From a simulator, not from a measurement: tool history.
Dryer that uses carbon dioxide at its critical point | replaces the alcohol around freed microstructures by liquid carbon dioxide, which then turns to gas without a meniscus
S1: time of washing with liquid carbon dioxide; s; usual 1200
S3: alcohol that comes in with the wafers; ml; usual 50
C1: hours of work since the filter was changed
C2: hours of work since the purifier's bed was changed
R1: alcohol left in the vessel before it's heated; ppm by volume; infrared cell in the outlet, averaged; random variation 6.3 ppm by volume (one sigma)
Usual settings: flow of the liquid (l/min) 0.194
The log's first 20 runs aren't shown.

{"run": 21, "hour": 719.3, "S1": 1620, "flow of the liquid (l/min)": 0.269, "S3": 76, "C1": 73, "C2": 231, "R1": 50}
{"run": 22, "hour": 742.7, "S1": 1260, "flow of the liquid (l/min)": 0.147, "S3": 76, "C1": 86, "C2": 243, "R1": 1775}
{"run": 23, "hour": 764.3, "S1": 1440, "flow of the liquid (l/min)": 0.21, "S3": 55, "C1": 97, "C2": 254, "R1": 107}
{"run": 24, "hour": 791.0, "S1": 1440, "flow of the liquid (l/min)": 0.21, "S3": 55, "C1": 111, "C2": 268, "R1": 112}
{"run": 25, "hour": 824.3, "S1": 1200, "flow of the liquid (l/min)": 0.201, "S3": 55, "C1": 128, "C2": 286, "R1": 359}
{"run": 26, "hour": 845.0, "S1": 960, "flow of the liquid (l/min)": 0.128, "S3": 23, "C1": 139, "C2": 296, "R1": 2622}
{"run": 27, "hour": 880.1, "S1": 960, "flow of the liquid (l/min)": 0.133, "S3": 43, "C1": 158, "C2": 315, "R1": 4338}
{"run": 28, "hour": 900.3, "S1": 1500, "flow of the liquid (l/min)": 0.194, "S3": 39, "C1": 168, "C2": 325, "R1": 137}
{"run": 29, "hour": 928.8, "S1": 1800, "flow of the liquid (l/min)": 0.155, "S3": 112, "C1": 183, "C2": 340, "R1": 389}
{"run": 30, "hour": 969.9, "S1": 1260, "flow of the liquid (l/min)": 0.155, "S3": 24, "C1": 205, "C2": 362, "R1": 604}

Forecast each of these 3 alternatives for the next run:
{"run": "A", "hour": 995.3, "S1": 1260, "flow of the liquid (l/min)": 0.283, "S3": 24, "C1": 218, "C2": 375, "R1": "?"}
{"run": "B", "hour": 995.3, "S1": 1260, "flow of the liquid (l/min)": 0.155, "S3": 28, "C1": 218, "C2": 375, "R1": "?"}
{"run": "C", "hour": 995.3, "S1": 780, "flow of the liquid (l/min)": 0.225, "S3": 45, "C1": 218, "C2": 375, "R1": "?"}

run=A R1=79
run=B R1=691
run=C R1=1513
Without the tool's hidden state the same runs would have given:
run=A R1=11
run=B R1=387
run=C R1=929
